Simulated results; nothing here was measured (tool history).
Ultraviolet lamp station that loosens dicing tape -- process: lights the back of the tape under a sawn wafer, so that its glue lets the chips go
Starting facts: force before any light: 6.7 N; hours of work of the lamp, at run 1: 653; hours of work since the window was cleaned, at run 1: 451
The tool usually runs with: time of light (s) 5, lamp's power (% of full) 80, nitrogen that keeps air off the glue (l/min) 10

run    day  time of light (s)  lamp's power (% of full)  nitrogen that keeps air off the glue (l/min)  hours of work of the lamp  hours of work since the window was cleaned  force that peels the tape off (N)  light that reached the tape (mJ/cm2)
  1  0.000                  5                        80                                            10                        653                                         451                              0.635                                   402
  2  0.738                  5                        80                                            10                        665                                         463                              0.657                                   405
  3  1.375                  5                        77                                            10                        675                                         474                              0.681                                   385
     2.021  -- window cleaned of glue's vapour
  4  2.275                  2                        80                                            10                        689                                           4                              2.519                                   163
  5  3.362                  2                        80                                            10                        706                                          22                              2.510                                   160
  6  4.412                  2                        80                                            10                        723                                          38                              2.439                                   159
  7  5.500                  6                        80                                            10                        741                                          56                              0.424                                   484
  8  6.608                  6                        80                                            10                        758                                          74                              0.433                                   487

Run 9 comes next. What will it give?
  9  7.512                  6                        80                                            10                        773                                          88                                  ?                                     ?

{"run 9": {"force that peels the tape off (N)": 0.439, "light that reached the tape (mJ/cm2)": 477}}
Minus the tool's unlogged condition, the same run would have read force that peels the tape off (N) 0.437, light that reached the tape (mJ/cm2) 478.
